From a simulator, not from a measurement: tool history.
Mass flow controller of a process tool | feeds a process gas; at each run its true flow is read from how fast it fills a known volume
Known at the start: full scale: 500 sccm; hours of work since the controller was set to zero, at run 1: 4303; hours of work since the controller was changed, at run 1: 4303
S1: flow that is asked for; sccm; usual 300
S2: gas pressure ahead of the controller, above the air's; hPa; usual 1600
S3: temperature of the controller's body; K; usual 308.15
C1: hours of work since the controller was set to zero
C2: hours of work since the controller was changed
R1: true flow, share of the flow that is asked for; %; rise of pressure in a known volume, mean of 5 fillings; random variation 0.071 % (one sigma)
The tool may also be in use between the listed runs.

run 1 hour=0 | S1=300 S2=1600 S3=308.15 | C1=4303 C2=4303 | R1=99.4
run 2 hour=496.4 | S1=300 S2=1600 S3=308.15 | C1=4618 C2=4618 | R1=99.53
run 3 hour=765.6 | S1=300 S2=1600 S3=308.15 | C1=4789 C2=4789 | R1=99.62
run 4 hour=1052.3 | S1=300 S2=1600 S3=300.15 | C1=4971 C2=4971 | R1=99.19
run 5 hour=1334.4 | S1=300 S2=1600 S3=300.15 | C1=5150 C2=5150 | R1=99.31
run 6 hour=1554.3 | S1=300 S2=1600 S3=300.15 | C1=5289 C2=5289 | R1=99.24
run 7 hour=1892 | S1=300 S2=1600 S3=300.15 | C1=5504 C2=5504 | R1=99.32
run 8 hour=2358.1 | S1=300 S2=1600 S3=300.15 | C1=5799 C2=5799 | R1=99.28
run 9 hour=2608.5 | S1=300 S2=1600 S3=300.15 | C1=5958 C2=5958 | R1=99.38
-- hour=2654.8 controller exchanged for a calibrated one
run 10 hour=2850.2 | S1=300 S2=1600 S3=300.15 | C1=124 C2=124 | R1=99.39
run 11 hour=3124.2 | S1=300 S2=1600 S3=300.15 | C1=298 C2=298 | R1=99.49
run 12 hour=3443.4 | S1=300 S2=1600 S3=308.15 | C1=500 C2=500 | R1=99.89
run 13 hour=3787.9 | S1=300 S2=1600 S3=308.15 | C1=719 C2=719 | R1=99.83
run 14 hour=4258.3 | S1=300 S2=1410 S3=308.15 | C1=1018 C2=1018 | R1=99.97
run 15 hour=4472 | S1=300 S2=1410 S3=308.15 | C1=1153 C2=1153 | R1=100.04
run 16 hour=4730.6 | S1=184 S2=1600 S3=308.15 | C1=1317 C2=1317 | R1=99.35
run 17 hour=5010.6 | S1=184 S2=1600 S3=308.15 | C1=1495 C2=1495 | R1=99.28
run 18 hour=5410.5 | S1=300 S2=1600 S3=303.15 | C1=1749 C2=1749 | R1=99.71
run 19 hour=5744.2 | S1=389 S2=1600 S3=308.15 | C1=1960 C2=1960 | R1=100.59
run 20 hour=6247.9 | S1=389 S2=1600 S3=308.15 | C1=2280 C2=2280 | R1=100.44
run 21 hour=6640.9 | S1=389 S2=1600 S3=308.15 | C1=2529 C2=2529 | R1=100.61
run 22 hour=6870 | S1=389 S2=1600 S3=308.15 | C1=2675 C2=2675 | R1=100.76
run 23 hour=7341.5 | S1=389 S2=1600 S3=308.15 | C1=2974 C2=2974 | R1=100.79
run 24 hour=7577.4 | S1=389 S2=1600 S3=308.15 | C1=3124 C2=3124 | R1=100.79
run 25 hour=8047.3 | S1=322 S2=2110 S3=308.15 | C1=3422 C2=3422 | R1=100.17
run 26 hour=8532.8 | S1=322 S2=2110 S3=308.15 | C1=3730 C2=3730 | R1=100.2
run 27 hour=8771.6 | S1=80 S2=1600 S3=303.15 | C1=3882 C2=3882 | R1=98.86
run 28 hour=9015.8 | S1=183 S2=1540 S3=293.15 | C1=4037 C2=4037 | R1=98.91
run 29 hour=9251.2 | S1=183 S2=1540 S3=293.15 | C1=4186 C2=4186 | R1=98.94
run 30 hour=9756.3 | S1=75 S2=2100 S3=297.15 | C1=4506 C2=4506 | R1=98.36
run 31 hour=10111.7 | S1=75 S2=2100 S3=297.15 | C1=4732 C2=4732 | R1=98.41
run 32 hour=10509.4 | S1=75 S2=2100 S3=297.15 | C1=4984 C2=4984 | R1=98.37
run 33 hour=10993.1 | S1=391 S2=2100 S3=304.15 | C1=5291 C2=5291 | R1=100.68
run 34 hour=11497.6 | S1=391 S2=2100 S3=304.15 | C1=5611 C2=5611 | R1=100.7
-- hour=11713.3 gauge calibrated
run 35 hour=11990.1 | S1=391 S2=2100 S3=304.15 | C1=5924 C2=5924 | R1=99.55
-- hour=12110.6 controller exchanged for a calibrated one
run 36 hour=12198.3 | S1=215 S2=2100 S3=304.15 | C1=56 C2=56 | R1=98.61
run 37 hour=12405.1 | S1=215 S2=2100 S3=304.15 | C1=187 C2=187 | R1=98.78
run 38 hour=12671.2 | S1=348 S2=2610 S3=311.15 | C1=356 C2=356 | R1=99.57
run 39 hour=12994.6 | S1=109 S2=1680 S3=311.15 | C1=561 C2=561 | R1=98.73
run 40 hour=13361.6 | S1=91 S2=2080 S3=297.15 | C1=794 C2=794 | R1=97.66
run 41 hour=13592.7 | S1=55 S2=1790 S3=303.15 | C1=941 C2=941 | R1=97.93
run 42 hour=13847.6 | S1=77 S2=1650 S3=296.15 | C1=1102 C2=1102 | R1=97.82
run 43 hour=14183.1 | S1=77 S2=1810 S3=293.15 | C1=1315 C2=1315 | R1=97.56
run 44 hour=14602.7 | S1=77 S2=1810 S3=293.15 | C1=1581 C2=1581 | R1=97.59
run 45 hour=14866 | S1=117 S2=1620 S3=303.15 | C1=1749 C2=1749 | R1=98.48
run 46 hour=15102.4 | S1=117 S2=1620 S3=303.15 | C1=1899 C2=1899 | R1=98.53
run 47 hour=15362.4 | S1=150 S2=1600 S3=304.15 | C1=2064 C2=2064 | R1=98.79

Forecast each of these 4 alternatives for the next run:
run A hour=15647.6 | S1=484 S2=1580 S3=300.15 | C1=2245 C2=2245 | R1=?
run B hour=15647.6 | S1=150 S2=1600 S3=294.15 | C1=2245 C2=2245 | R1=?
run C hour=15647.6 | S1=101 S2=1990 S3=306.15 | C1=2245 C2=2245 | R1=?
run D hour=15647.6 | S1=59 S2=1600 S3=308.15 | C1=2245 C2=2245 | R1=?

run=A R1=100.58
run=B R1=98.34
run=C R1=98.44
run=D R1=98.53
Without the tool's hidden state the same runs would have given:
run=A R1=100.2
run=B R1=97.97
run=C R1=98.06
run=D R1=98.14

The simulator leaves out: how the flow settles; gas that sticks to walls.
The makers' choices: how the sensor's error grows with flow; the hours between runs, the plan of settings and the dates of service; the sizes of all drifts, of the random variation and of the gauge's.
